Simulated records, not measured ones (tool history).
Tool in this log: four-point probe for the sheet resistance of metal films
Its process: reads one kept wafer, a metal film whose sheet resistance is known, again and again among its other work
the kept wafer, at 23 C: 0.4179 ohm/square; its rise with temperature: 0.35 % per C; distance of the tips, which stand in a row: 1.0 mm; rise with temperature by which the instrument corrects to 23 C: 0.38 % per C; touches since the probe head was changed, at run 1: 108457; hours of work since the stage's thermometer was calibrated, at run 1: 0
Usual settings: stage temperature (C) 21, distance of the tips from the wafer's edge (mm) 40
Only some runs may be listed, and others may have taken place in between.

run    hour  stage temperature (C)  distance of the tips from the wafer's edge (mm)  touches since the probe head was changed  hours of work since the stage's thermometer was calibrated  sheet resistance as the instrument gives it (ohm/square)
  1       0                     21                                               40                                    108457                                                           0                                                  0.416233
  2    53.5                     21                                               40                                    110758                                                          38                                                  0.416446
  3   168.1                     20                                               40                                    115679                                                         118                                                  0.416266
  4   269.9                     21                                               40                                    120053                                                         189                                                  0.416035
  5   360.5                     21                                               40                                    123950                                                         253                                                  0.415982
  6     469                     21                                               40                                    128611                                                         329                                                  0.415907
  7   530.4                     21                                               40                                    131248                                                         372                                                  0.415772
  8   596.1                     21                                               40                                    134071                                                         418                                                  0.415755
  9   670.7                     21                                               40                                    137278                                                         471                                                  0.415572
 10     773                     21                                               40                                    141673                                                         543                                                  0.415451
 11   875.3                     21                                               40                                    146070                                                         615                                                  0.415223
 12   969.1                     21                                               40                                    150099                                                         680                                                   0.41531
      984.3  -- new probe head fitted
 13  1078.9                     21                                               28                                      4067                                                         757                                                  0.418001
 14  1160.3                     21                                               40                                      7564                                                         814                                                  0.417656
 15  1279.1                     21                                               40                                     12668                                                         897                                                  0.417721
     1290.1  -- stage's thermometer calibrated
 16  1349.8                     27                                               40                                     15684                                                          42                                                  0.416843
 17  1426.5                     21                                               40                                     18979                                                          96                                                  0.417406
 18  1487.9                     21                                               40                                     21618                                                         139                                                  0.417363
 19  1541.4                     21                                               40                                     23916                                                         176                                                  0.417296
 20  1654.2                     21                                               40                                     28764                                                         256                                                  0.417148
 21  1743.5                     21                                               40                                     32600                                                         318                                                  0.417121
 22    1797                     21                                               40                                     34898                                                         356                                                   0.41703
     1856.9  -- stage's thermometer calibrated, once more
 23    1857                     34                                               17                                     37459                                                           0                                                  0.416832
 24    1934                     34                                               17                                     40767                                                          54                                                  0.416781
 25  2039.6                     26                                                3                                     45304                                                         128                                                  0.440375
 26  2127.5                     26                                                3                                     49080                                                         190                                                  0.440221
 27  2208.1                     20                                               13                                     52541                                                         247                                                  0.418723
 28  2277.4                     18                                               48                                     55519                                                         295                                                  0.417652
 29  2326.2                     29                                               28                                     57619                                                         330                                                  0.416446
 30  2445.1                     29                                               28                                     62727                                                         413                                                  0.416331
 31  2546.4                     18                                               28                                     67079                                                         484                                                  0.417573
 32  2605.3                     20                                               40                                     69612                                                         525                                                  0.417223
 33  2699.8                     20                                               64                                     73669                                                         592                                                   0.41686
 34  2816.6                     25                                               23                                     78689                                                         674                                                   0.41668
 35    2904                     22                                                4                                     82447                                                         735                                                  0.429866
 36  2964.6                     22                                               45                                     85051                                                         778                                                  0.416331
 37  3036.2                     24                                               29                                     88126                                                         828                                                  0.416228
 38  3124.7                     23                                                4                                     91928                                                         890                                                  0.429408
 39  3214.9                     30                                                3                                     95804                                                         953                                                    0.4384
 40  3319.8                     25                                                6                                    100314                                                        1027                                                  0.421709
 41  3379.1                     31                                               10                                    102861                                                        1069                                                  0.417173
 42  3454.4                     31                                               10                                    106094                                                        1122                                                  0.416904
 43  3548.8                     19                                               39                                    110150                                                        1188                                                  0.416263
 44  3621.2                     19                                               39                                    113265                                                        1239                                                  0.416066

Predict each of these 3 candidate next runs independently; none follows another, all start after run 44:
  A  3671.5                     18                                                6                                    115425                                                        1274                                                         ?
  B  3671.5                     24                                               39                                    115425                                                        1274                                                         ?
  C  3671.5                     20                                               70                                    115425                                                        1274                                                         ?

run  sheet resistance as the instrument gives it (ohm/square)
  A                                                  0.422014
  B                                                  0.415489
  C                                                  0.415739
With no hidden state in the tool, these same runs would have given:
run  sheet resistance as the instrument gives it (ohm/square)
  A                                                  0.424571
  B                                                  0.417993
  C                                                  0.418255
